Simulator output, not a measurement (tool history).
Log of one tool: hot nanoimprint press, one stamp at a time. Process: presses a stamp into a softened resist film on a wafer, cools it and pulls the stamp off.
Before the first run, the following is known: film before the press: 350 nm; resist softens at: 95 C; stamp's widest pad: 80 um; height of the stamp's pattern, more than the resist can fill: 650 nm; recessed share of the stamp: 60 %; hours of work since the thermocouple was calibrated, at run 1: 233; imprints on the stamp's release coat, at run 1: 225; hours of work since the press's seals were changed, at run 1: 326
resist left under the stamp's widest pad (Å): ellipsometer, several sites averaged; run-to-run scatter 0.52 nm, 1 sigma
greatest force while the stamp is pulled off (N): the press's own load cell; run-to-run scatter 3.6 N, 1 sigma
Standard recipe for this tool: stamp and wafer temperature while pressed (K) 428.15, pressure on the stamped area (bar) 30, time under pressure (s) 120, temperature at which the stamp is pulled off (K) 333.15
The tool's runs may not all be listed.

run   hour  stamp and wafer temperature while pressed (K)  pressure on the stamped area (bar)  time under pressure (s)  temperature at which the stamp is pulled off (K)  hours of work since the thermocouple was calibrated  imprints on the stamp's release coat  hours of work since the press's seals were changed  resist left under the stamp's widest pad (Å)  greatest force while the stamp is pulled off (N)
  1      0                                         428.15                                  30                      120                                            333.15                                                  233                                   225                                                 326                                          1305                                               188
  2   40.5                                         428.15                                  30                      120                                            333.15                                                  260                                   322                                                 353                                          1313                                               181
  3   79.1                                         428.15                                  30                      120                                            333.15                                                  286                                   415                                                 379                                          1313                                               189
      93.1  -- plate thermocouple calibrated
  4  119.9                                         428.15                                  30                      120                                            333.15                                                   18                                   506                                                 405                                          1297                                               190
  5  146.9                                         428.15                                  30                      120                                            333.15                                                   36                                   570                                                 423                                          1303                                               189
  6    167                                         428.15                                  30                      120                                            333.15                                                   50                                   619                                                 436                                          1296                                               187
     176.1  -- plate thermocouple calibrated, once more
  7  193.4                                         428.15                                  30                      120                                            333.15                                                   12                                   675                                                 452                                          1349                                               206
  8  237.1                                         428.15                                  30                      120                                            333.15                                                   41                                   780                                                 481                                          1336                                               210
  9    274                                         428.15                                  30                      120                                            333.15                                                   66                                   868                                                 506                                          1347                                               208
 10  307.8                                         428.15                                  30                      120                                            333.15                                                   88                                   949                                                 528                                          1348                                               213
 11  339.5                                         428.15                                  30                      120                                            333.15                                                  110                                  1025                                                 550                                          1348                                               228
 12  364.5                                         428.15                                20.8                      120                                            333.15                                                  126                                  1086                                                 566                                          1594                                               219
 13  388.1                                         428.15                                  30                      120                                            333.15                                                  142                                  1142                                                 582                                          1344                                               224
 14  431.7                                         428.15                                  30                      120                                            333.15                                                  171                                  1247                                                 612                                          1330                                               226
 15  469.7                                         428.15                                  30                      120                                            333.15                                                  197                                  1338                                                 637                                          1329                                               233
 16  498.1                                         428.15                                  30                      120                                            333.15                                                  216                                  1406                                                 656                                          1330                                               243
 17  522.1                                         428.15                                  30                      120                                            320.15                                                  232                                  1464                                                 672                                          1332                                               330
 18  548.5                                         430.15                                  30                      120                                            320.15                                                  250                                  1527                                                 690                                          1237                                               335
     557.9  -- stamp cleaned and given a new release coat
 19  596.6                                         430.15                                  30                      120                                            320.15                                                  278                                    93                                                 718                                          1244                                               230
     621.3  -- plate thermocouple calibrated
 20  639.2                                         431.15                                19.9                      130                                            341.15                                                   12                                   188                                                 745                                          1452                                               140
 21  669.1                                         427.15                                  30                       82                                            333.15                                                   32                                   260                                                 765                                          1619                                               177
 22  706.8                                         427.15                                  30                       82                                            333.15                                                   57                                   350                                                 790                                          1603                                               189
 23  752.1                                         422.15                                28.6                       87                                            333.15                                                   88                                   459                                                 820                                          1883                                               193
 24  783.7                                         422.15                                28.6                       87                                            322.15                                                  109                                   535                                                 842                                          1887                                               259
 25  806.4                                         428.15                                39.6                       94                                            335.15                                                  124                                   590                                                 857                                          1308                                               187
 26  844.7                                         432.15                                39.6                       87                                            324.15                                                  150                                   682                                                 882                                          1168                                               252
 27    873                                         428.15                                30.3                      120                                            338.15                                                  169                                   749                                                 901                                          1339                                               174
 28    911                                         430.15                                37.9                       68                                            330.15                                                  194                                   841                                                 927                                          1404                                               220
 29  932.5                                         430.15                                37.9                       68                                            330.15                                                  209                                   892                                                 941                                          1410                                               234

Branching from run 29: 3 alternative next runs. What would each branch give?
  A  957.1                                         430.15                                46.6                       68                                            330.15                                                  225                                   951                                                 958                                             ?                                                 ?
  B  957.1                                         428.15                                37.3                      206                                            334.15                                                  225                                   951                                                 958                                             ?                                                 ?
  C  957.1                                         428.15                                37.9                      144                                            330.15                                                  225                                   951                                                 958                                             ?                                                 ?

run  resist left under the stamp's widest pad (Å)  greatest force while the stamp is pulled off (N)
  A                                          1273                                               230
  B                                           978                                               214
  C                                          1121                                               233
What these runs would have given with no unlogged condition in the tool:
run  resist left under the stamp's widest pad (Å)  greatest force while the stamp is pulled off (N)
  A                                          1226                                               187
  B                                           955                                               175
  C                                          1094                                               190

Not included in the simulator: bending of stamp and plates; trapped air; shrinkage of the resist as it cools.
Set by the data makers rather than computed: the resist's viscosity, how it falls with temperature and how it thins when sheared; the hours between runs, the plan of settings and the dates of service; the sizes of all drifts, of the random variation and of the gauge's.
